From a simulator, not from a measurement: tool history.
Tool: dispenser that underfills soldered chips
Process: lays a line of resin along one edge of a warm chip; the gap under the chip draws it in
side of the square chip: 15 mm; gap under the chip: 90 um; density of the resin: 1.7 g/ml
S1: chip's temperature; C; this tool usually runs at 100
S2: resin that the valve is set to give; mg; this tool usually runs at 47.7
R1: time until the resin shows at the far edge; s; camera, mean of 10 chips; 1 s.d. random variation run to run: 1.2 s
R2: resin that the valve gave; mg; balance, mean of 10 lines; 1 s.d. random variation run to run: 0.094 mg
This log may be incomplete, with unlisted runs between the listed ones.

| run | hour | S1 | S2 | R1 | R2 |
|---|---|---|---|---|---|
| 1 | 0 | 100 | 47.7 | 170.9 | 46.28 |
| 2 | 4.5 | 100 | 47.7 | 223.9 | 46.12 |
|  | 5 | new syringe of resin |
| 3 | 8.4 | 100 | 47.7 | 140.4 | 46.18 |
| 4 | 13.1 | 100 | 56.3 | 174 | 54.33 |
|  | 16.9 | dispensing valve cleaned and set on the balance |
| 5 | 18 | 111 | 56.3 | 165.6 | 56.51 |
|  | 18.6 | new syringe of resin |
| 6 | 22.5 | 111 | 56.3 | 108.5 | 56.05 |
| 7 | 26.3 | 112 | 56.3 | 130.4 | 56.06 |
|  | 31.3 | new syringe of resin |
| 8 | 31.5 | 112 | 56.3 | 84.5 | 55.85 |
| 9 | 35.5 | 100 | 47.7 | 144.8 | 47.27 |
| 10 | 39.4 | 100 | 47.7 | 176.4 | 47.34 |
| 11 | 41.8 | 100 | 47.7 | 199.9 | 47.12 |
|  | 44 | new syringe of resin |
| 12 | 45.2 | 100 | 47.7 | 124.2 | 47.25 |
| 13 | 49.5 | 100 | 47.7 | 156.8 | 47.17 |
| 14 | 53.9 | 105 | 47.7 | 176.2 | 46.84 |
|  | 56.6 | new syringe of resin |
| 15 | 57.1 | 105 | 44.4 | 106.4 | 43.72 |
| 16 | 59.7 | 105 | 44.4 | 122.9 | 43.74 |
| 17 | 62.4 | 105 | 44.4 | 142 | 43.67 |
| 18 | 65.9 | 98 | 47.7 | 202.7 | 46.79 |
|  | 69.1 | new syringe of resin |
| 19 | 69.8 | 109 | 47.7 | 97 | 46.65 |
| 20 | 73 | 109 | 47.7 | 112.6 | 46.7 |
| 21 | 76.5 | 96 | 52.5 | 187.8 | 51.4 |
| 22 | 80.1 | 106 | 41.6 | 186.2 | 40.47 |
|  | 81.7 | new syringe of resin |
| 23 | 85.3 | 91 | 40.8 | 188.8 | 39.81 |
| 24 | 88.9 | 91 | 40.8 | 231.3 | 39.57 |
| 25 | 92.8 | 110 | 55.9 | 160.2 | 54.23 |
|  | 94.3 | new syringe of resin |
| 26 | 96.6 | 86 | 50.6 | 192.4 | 48.86 |
| 27 | 100.1 | 94 | 50.6 | 190.8 | 48.92 |
| 28 | 102.4 | 88 | 45.9 | 257 | 44.38 |
| 29 | 104.5 | 102 | 48.1 | 197.6 | 46.31 |
|  | 106.9 | new syringe of resin |
| 30 | 110 | 111 | 45.9 | 106.3 | 44.35 |
| 31 | 112.7 | 89 | 44.7 | 217.6 | 42.89 |
|  | 115.9 | dispensing valve cleaned and set on the balance |
| 32 | 118.8 | 87 | 57.5 | 283.7 | 57.52 |
|  | 120.7 | new syringe of resin |
| 33 | 122.3 | 92 | 50.2 | 155.5 | 50.27 |

Expected results for the next run?
| 34 | 126.6 | 102 | 47.7 | ? | ? |

R1: 154 s
R2: 47.45 mg
Had the tool carried no hidden state, the very same run would have given R1 107.2 s, R2 47.58 mg.
